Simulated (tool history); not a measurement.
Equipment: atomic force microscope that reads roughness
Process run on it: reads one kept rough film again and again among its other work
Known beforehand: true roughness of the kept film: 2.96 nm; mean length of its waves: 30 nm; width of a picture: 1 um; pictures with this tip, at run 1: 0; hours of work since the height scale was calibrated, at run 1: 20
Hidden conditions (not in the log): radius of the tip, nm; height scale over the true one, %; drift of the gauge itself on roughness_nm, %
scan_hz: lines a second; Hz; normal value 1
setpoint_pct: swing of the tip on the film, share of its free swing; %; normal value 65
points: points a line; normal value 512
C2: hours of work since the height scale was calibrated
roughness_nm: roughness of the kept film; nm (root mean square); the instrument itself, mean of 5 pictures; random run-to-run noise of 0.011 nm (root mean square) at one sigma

{"run": 1, "hour": 0.0, "scan_hz": 1, "setpoint_pct": 65, "points": 512, "pictures with this tip": 0, "C2": 20, "roughness_nm": 2.64}
{"run": 2, "hour": 20.4, "scan_hz": 1, "setpoint_pct": 65, "points": 512, "pictures with this tip": 30, "C2": 30, "roughness_nm": 2.601}
{"run": 3, "hour": 36.3, "scan_hz": 1, "setpoint_pct": 65, "points": 265, "pictures with this tip": 54, "C2": 37, "roughness_nm": 2.55}
{"run": 4, "hour": 50.7, "scan_hz": 1, "setpoint_pct": 65, "points": 512, "pictures with this tip": 75, "C2": 44, "roughness_nm": 2.554}
{"run": 5, "hour": 64.7, "scan_hz": 1, "setpoint_pct": 65, "points": 512, "pictures with this tip": 96, "C2": 51, "roughness_nm": 2.539}
{"run": 6, "hour": 83.3, "scan_hz": 1, "setpoint_pct": 65, "points": 512, "pictures with this tip": 123, "C2": 59, "roughness_nm": 2.527}
{"run": 7, "hour": 99.8, "scan_hz": 1, "setpoint_pct": 65, "points": 512, "pictures with this tip": 148, "C2": 67, "roughness_nm": 2.516}
{"run": 8, "hour": 110.8, "scan_hz": 1, "setpoint_pct": 65, "points": 512, "pictures with this tip": 164, "C2": 72, "roughness_nm": 2.505}
{"run": 9, "hour": 122.3, "scan_hz": 1, "setpoint_pct": 65, "points": 512, "pictures with this tip": 181, "C2": 78, "roughness_nm": 2.511}
{"run": 10, "hour": 133.8, "scan_hz": 2.04, "setpoint_pct": 65, "points": 512, "pictures with this tip": 198, "C2": 83, "roughness_nm": 2.377}
{"run": 11, "hour": 149.2, "scan_hz": 2.04, "setpoint_pct": 65, "points": 512, "pictures with this tip": 221, "C2": 90, "roughness_nm": 2.345}
{"run": 12, "hour": 160.3, "scan_hz": 2.04, "setpoint_pct": 65, "points": 512, "pictures with this tip": 237, "C2": 96, "roughness_nm": 2.344}
{"run": 13, "hour": 178.1, "scan_hz": 2.04, "setpoint_pct": 65, "points": 512, "pictures with this tip": 263, "C2": 104, "roughness_nm": 2.325}
{"hour": 194.9, "done": "new tip fitted"}
{"run": 14, "hour": 194.9, "scan_hz": 1, "setpoint_pct": 65, "points": 512, "pictures with this tip": 0, "C2": 112, "roughness_nm": 2.611}
{"run": 15, "hour": 210.0, "scan_hz": 1, "setpoint_pct": 65, "points": 512, "pictures with this tip": 22, "C2": 119, "roughness_nm": 2.601}
{"run": 16, "hour": 228.0, "scan_hz": 1, "setpoint_pct": 65, "points": 512, "pictures with this tip": 49, "C2": 127, "roughness_nm": 2.592}
{"run": 17, "hour": 250.6, "scan_hz": 1, "setpoint_pct": 65, "points": 480, "pictures with this tip": 82, "C2": 138, "roughness_nm": 2.562}
{"run": 18, "hour": 259.9, "scan_hz": 1, "setpoint_pct": 65, "points": 817, "pictures with this tip": 96, "C2": 142, "roughness_nm": 2.553}
{"run": 19, "hour": 279.3, "scan_hz": 1, "setpoint_pct": 65, "points": 817, "pictures with this tip": 124, "C2": 151, "roughness_nm": 2.537}
{"run": 20, "hour": 290.0, "scan_hz": 1, "setpoint_pct": 65, "points": 817, "pictures with this tip": 140, "C2": 156, "roughness_nm": 2.518}
{"run": 21, "hour": 308.1, "scan_hz": 1.07, "setpoint_pct": 65, "points": 340, "pictures with this tip": 167, "C2": 165, "roughness_nm": 2.48}
{"run": 22, "hour": 322.2, "scan_hz": 2.48, "setpoint_pct": 57, "points": 340, "pictures with this tip": 188, "C2": 171, "roughness_nm": 2.413}
{"run": 23, "hour": 339.1, "scan_hz": 2.48, "setpoint_pct": 57, "points": 340, "pictures with this tip": 213, "C2": 179, "roughness_nm": 2.398}
{"run": 24, "hour": 351.4, "scan_hz": 2.48, "setpoint_pct": 58, "points": 573, "pictures with this tip": 231, "C2": 185, "roughness_nm": 2.377}
{"run": 25, "hour": 372.3, "scan_hz": 1.52, "setpoint_pct": 77, "points": 887, "pictures with this tip": 262, "C2": 195, "roughness_nm": 2.242}
{"run": 26, "hour": 384.8, "scan_hz": 1, "setpoint_pct": 63, "points": 512, "pictures with this tip": 280, "C2": 201, "roughness_nm": 2.436}
{"hour": 390.3, "done": "new tip fitted"}
{"run": 27, "hour": 395.9, "scan_hz": 1, "setpoint_pct": 59, "points": 629, "pictures with this tip": 8, "C2": 206, "roughness_nm": 2.664}
{"run": 28, "hour": 413.5, "scan_hz": 1, "setpoint_pct": 59, "points": 629, "pictures with this tip": 34, "C2": 214, "roughness_nm": 2.634}
{"run": 29, "hour": 431.7, "scan_hz": 1.05, "setpoint_pct": 65, "points": 512, "pictures with this tip": 61, "C2": 223, "roughness_nm": 2.555}
{"run": 30, "hour": 446.4, "scan_hz": 1.63, "setpoint_pct": 55, "points": 372, "pictures with this tip": 83, "C2": 230, "roughness_nm": 2.561}
{"run": 31, "hour": 456.7, "scan_hz": 1.63, "setpoint_pct": 77, "points": 451, "pictures with this tip": 98, "C2": 235, "roughness_nm": 2.285}
{"run": 32, "hour": 475.5, "scan_hz": 1.63, "setpoint_pct": 77, "points": 451, "pictures with this tip": 126, "C2": 243, "roughness_nm": 2.273}
{"run": 33, "hour": 494.9, "scan_hz": 1.38, "setpoint_pct": 60, "points": 571, "pictures with this tip": 154, "C2": 252, "roughness_nm": 2.506}
{"run": 34, "hour": 515.8, "scan_hz": 1, "setpoint_pct": 57, "points": 305, "pictures with this tip": 185, "C2": 262, "roughness_nm": 2.501}
{"run": 35, "hour": 526.3, "scan_hz": 2.45, "setpoint_pct": 86, "points": 512, "pictures with this tip": 201, "C2": 267, "roughness_nm": 1.893}
{"run": 36, "hour": 536.0, "scan_hz": 2.45, "setpoint_pct": 86, "points": 512, "pictures with this tip": 215, "C2": 272, "roughness_nm": 1.874}
{"run": 37, "hour": 557.0, "scan_hz": 1.07, "setpoint_pct": 86, "points": 266, "pictures with this tip": 246, "C2": 282, "roughness_nm": 2.185}
{"run": 38, "hour": 572.5, "scan_hz": 1.07, "setpoint_pct": 86, "points": 266, "pictures with this tip": 269, "C2": 289, "roughness_nm": 2.169}
{"hour": 586.3, "done": "new tip fitted"}
{"run": 39, "hour": 589.9, "scan_hz": 1.07, "setpoint_pct": 86, "points": 266, "pictures with this tip": 5, "C2": 297, "roughness_nm": 2.3}

Selected run-to-run steps in roughness_nm, each split into two signed amounts: the part the tool would show with no hidden state at all (from settings, incoming material and random variation), and the remainder, which goes to the hidden state together with any gauge scatter not common to the measured and the hidden-state-free results:
Run 13 -> 14: scan_hz 2.04 -> 1, new tip fitted. roughness_nm +0.286 nm (root mean square): hidden state +0.17, all else +0.116.
Run 26 -> 27: setpoint_pct 63 -> 59, points 512 -> 629, new tip fitted. roughness_nm +0.228 nm (root mean square): hidden state +0.182, all else +0.046.
Run 34 -> 35: scan_hz 1 -> 2.45, setpoint_pct 57 -> 86, points 305 -> 512. roughness_nm -0.608 nm (root mean square): hidden state +0.029, all else -0.637.
Run 36 -> 37: scan_hz 2.45 -> 1.07, points 512 -> 266. roughness_nm +0.311 nm (root mean square): hidden state -0.04, all else +0.351.
Run 38 -> 39: new tip fitted. roughness_nm +0.131 nm (root mean square): hidden state +0.166, all else -0.035.
